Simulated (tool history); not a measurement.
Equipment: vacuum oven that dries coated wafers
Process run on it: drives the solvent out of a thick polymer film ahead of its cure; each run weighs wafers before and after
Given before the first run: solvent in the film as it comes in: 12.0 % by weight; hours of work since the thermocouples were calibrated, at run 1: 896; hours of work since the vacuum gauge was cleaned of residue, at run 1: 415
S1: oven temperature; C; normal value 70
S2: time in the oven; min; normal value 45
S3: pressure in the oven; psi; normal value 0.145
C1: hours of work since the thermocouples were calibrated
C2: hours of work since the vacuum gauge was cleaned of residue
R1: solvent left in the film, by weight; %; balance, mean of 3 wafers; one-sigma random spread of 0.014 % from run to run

run 1 hour=0 | S1=70 S2=45 S3=0.145 | C1=896 C2=415 | R1=1.18
run 2 hour=41.3 | S1=84 S2=45 S3=0.145 | C1=918 C2=437 | R1=0.36
run 3 hour=74.4 | S1=84 S2=45 S3=0.145 | C1=936 C2=455 | R1=0.37
run 4 hour=119.1 | S1=84 S2=45 S3=0.145 | C1=960 C2=478 | R1=0.36
run 5 hour=171.9 | S1=84 S2=32 S3=0.145 | C1=988 C2=507 | R1=0.39
run 6 hour=217.7 | S1=84 S2=32 S3=0.145 | C1=1012 C2=531 | R1=0.39
run 7 hour=246.7 | S1=70 S2=45 S3=0.145 | C1=1028 C2=546 | R1=1.17
run 8 hour=283.7 | S1=70 S2=45 S3=0.145 | C1=1048 C2=566 | R1=1.17
-- hour=292.2 oven's thermocouples calibrated
run 9 hour=344.2 | S1=70 S2=45 S3=0.145 | C1=28 C2=597 | R1=1.48
run 10 hour=402.3 | S1=70 S2=45 S3=0.096 | C1=59 C2=628 | R1=1.29
run 11 hour=430.7 | S1=70 S2=44 S3=0.096 | C1=74 C2=644 | R1=1.32
run 12 hour=469.1 | S1=76 S2=32 S3=0.16 | C1=94 C2=664 | R1=1.19
run 13 hour=495 | S1=76 S2=32 S3=0.16 | C1=108 C2=678 | R1=1.2
run 14 hour=546.2 | S1=76 S2=32 S3=0.16 | C1=135 C2=705 | R1=1.19
run 15 hour=601.9 | S1=74 S2=45 S3=0.129 | C1=165 C2=735 | R1=0.88
run 16 hour=634.3 | S1=77 S2=32 S3=0.115 | C1=182 C2=752 | R1=0.94
run 17 hour=673 | S1=57 S2=38 S3=0.158 | C1=203 C2=773 | R1=5.29
run 18 hour=719.9 | S1=83 S2=29 S3=0.165 | C1=228 C2=798 | R1=0.66

Estimate the outcome of run 19 from the log above:
run 19 hour=777.9 | S1=76 S2=45 S3=0.225 | C1=259 C2=829 | R1=?

Logged for run 19: R1 0.97 %.
With the hidden condition absent and the run-to-run variation left alone, this run would have shown R1 0.86 %.

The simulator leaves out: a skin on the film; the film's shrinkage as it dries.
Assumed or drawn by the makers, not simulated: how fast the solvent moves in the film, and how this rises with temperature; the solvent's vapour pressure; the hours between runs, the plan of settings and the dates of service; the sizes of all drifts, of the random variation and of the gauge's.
